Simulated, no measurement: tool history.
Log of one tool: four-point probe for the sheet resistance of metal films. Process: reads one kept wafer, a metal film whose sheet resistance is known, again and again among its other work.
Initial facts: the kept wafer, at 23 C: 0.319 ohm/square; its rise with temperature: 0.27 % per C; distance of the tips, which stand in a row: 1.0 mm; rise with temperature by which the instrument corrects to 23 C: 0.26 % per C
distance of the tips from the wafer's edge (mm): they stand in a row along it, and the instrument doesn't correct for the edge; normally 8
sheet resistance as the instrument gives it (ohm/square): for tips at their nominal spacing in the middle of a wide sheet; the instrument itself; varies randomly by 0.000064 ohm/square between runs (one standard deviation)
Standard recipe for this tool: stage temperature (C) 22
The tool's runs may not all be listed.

run    hour  stage temperature (C)  distance of the tips from the wafer's edge (mm)  sheet resistance as the instrument gives it (ohm/square)
  1     0.0                     22                                                8                                                  0.321522
  2    42.8                     22                                                8                                                  0.321649
  3    82.9                     22                                                8                                                  0.321693
  4   107.7                     22                                                8                                                  0.321541
  5   152.9                     22                                                8                                                  0.321584
  6   200.6                     27                                                8                                                  0.321679
  7   227.3                     27                                                8                                                  0.321783
  8   258.2                     27                                                8                                                  0.321704
  9   305.3                     27                                                8                                                  0.321717
 10   331.8                     27                                                8                                                  0.321790
 11   368.5                     27                                                8                                                  0.321707
 12   396.4                     22                                                5                                                  0.325774
 13   431.9                     22                                                5                                                  0.325597
 14   459.0                     22                                                5                                                  0.325617
 15   502.3                     22                                                5                                                  0.325656
 16   551.4                     22                                               68                                                  0.318913
 17   585.6                     22                                               68                                                  0.318964
 18   609.7                     22                                               68                                                  0.319063
 19   645.9                     22                                               68                                                  0.319040
 20   693.1                     19                                               14                                                  0.319636
 21   729.8                     28                                                4                                                  0.329374
 22   766.3                     28                                                4                                                  0.329457
 23   813.7                     32                                               27                                                  0.319502
 24   839.1                     32                                               27                                                  0.319441
 25   862.7                     32                                               27                                                  0.319399
 26   887.3                     24                                               10                                                  0.320725
 27   933.8                     19                                                5                                                  0.325595
 28   961.9                     32                                               12                                                  0.320313
 29  1008.1                     27                                                4                                                  0.329447
 30  1043.3                     20                                               17                                                  0.319574
 31  1085.0                     33                                               21                                                  0.319527
 32  1119.7                     25                                                6                                                  0.323586
 33  1148.5                     29                                                8                                                  0.321811
 34  1189.3                     29                                               24                                                  0.319385
 35  1212.7                     29                                               24                                                  0.319397
 36  1246.3                     23                                               22                                                  0.319435
 37  1297.2                     23                                               22                                                  0.319427

Alternative continuations, all from the tool just after run 37; predict every row:
  A  1318.3                     21                                               20                                                         ?
  B  1318.3                     19                                                8                                                         ?
  C  1318.3                     33                                                8                                                         ?

run  sheet resistance as the instrument gives it (ohm/square)
  A                                                  0.319350
  B                                                  0.321489
  C                                                  0.321810
The same runs, with their run-to-run variation unchanged, on a tool lacking any hidden condition would have given:
run  sheet resistance as the instrument gives it (ohm/square)
  A                                                  0.319390
  B                                                  0.321529
  C                                                  0.321850
